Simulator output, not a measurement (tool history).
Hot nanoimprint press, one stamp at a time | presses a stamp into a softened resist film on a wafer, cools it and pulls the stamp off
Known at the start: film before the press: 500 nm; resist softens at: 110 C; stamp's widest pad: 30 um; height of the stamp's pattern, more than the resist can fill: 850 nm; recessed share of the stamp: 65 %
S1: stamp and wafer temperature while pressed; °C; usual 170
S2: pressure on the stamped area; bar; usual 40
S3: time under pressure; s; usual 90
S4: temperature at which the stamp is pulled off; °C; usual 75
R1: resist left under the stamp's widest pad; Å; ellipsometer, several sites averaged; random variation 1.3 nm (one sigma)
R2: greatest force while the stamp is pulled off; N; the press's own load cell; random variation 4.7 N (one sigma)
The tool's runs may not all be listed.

| run | hour | S1 | S2 | S3 | S4 | R1 | R2 |
|---|---|---|---|---|---|---|---|
| 1 | 0 | 170 | 40 | 90 | 75 | 2117 | 258 |
| 2 | 13.4 | 170 | 40 | 90 | 78 | 2126 | 260 |
| 3 | 31.6 | 170 | 40 | 90 | 78 | 2145 | 258 |
| 4 | 48.5 | 170 | 40 | 90 | 78 | 2146 | 260 |
| 5 | 57.9 | 170 | 40 | 90 | 78 | 2136 | 270 |
| 6 | 67.3 | 170 | 40 | 132 | 75 | 1846 | 272 |
|  | 82.4 | stamp cleaned and given a new release coat |
| 7 | 85.8 | 170 | 40 | 90 | 75 | 2126 | 231 |
| 8 | 96.4 | 170 | 27.6 | 90 | 75 | 2550 | 232 |
| 9 | 115.2 | 170 | 27.6 | 90 | 75 | 2519 | 236 |
|  | 120.1 | plate thermocouple calibrated |
| 10 | 135.4 | 170 | 40 | 90 | 75 | 2156 | 251 |
| 11 | 155.1 | 170 | 40 | 90 | 75 | 2172 | 253 |
| 12 | 170.2 | 170 | 40 | 90 | 75 | 2188 | 265 |
|  | 185.7 | plate thermocouple calibrated, once more |
| 13 | 193.3 | 170 | 40 | 90 | 75 | 2137 | 259 |
| 14 | 206.6 | 170 | 40 | 90 | 75 | 2135 | 259 |
| 15 | 223.7 | 170 | 40 | 80 | 75 | 2226 | 271 |
| 16 | 241.1 | 170 | 45.4 | 81 | 75 | 2114 | 277 |
| 17 | 253.5 | 170 | 45.4 | 81 | 75 | 2109 | 285 |
| 18 | 266.7 | 170 | 53.9 | 90 | 65 | 1871 | 287 |
|  | 275.6 | stamp cleaned and given a new release coat |
| 19 | 284.7 | 170 | 46.1 | 127 | 75 | 1744 | 229 |
| 20 | 295.1 | 170 | 38.5 | 127 | 77 | 1904 | 234 |
| 21 | 304 | 169 | 62 | 90 | 75 | 1858 | 240 |
| 22 | 321.7 | 169 | 62 | 90 | 75 | 1861 | 248 |
| 23 | 334.9 | 169 | 62 | 90 | 75 | 1892 | 241 |
| 24 | 351.2 | 160 | 40 | 90 | 75 | 3659 | 251 |
| 25 | 369.4 | 180 | 40 | 161 | 66 | 925 | 264 |

Forecast run 26:
| 26 | 380.7 | 159 | 40 | 136 | 76 | ? | ? |

Run 26 gave R1 3520 Å, R2 251 N.
Without the tool's hidden state the same run would have given R1 3417 Å, R2 223 N.
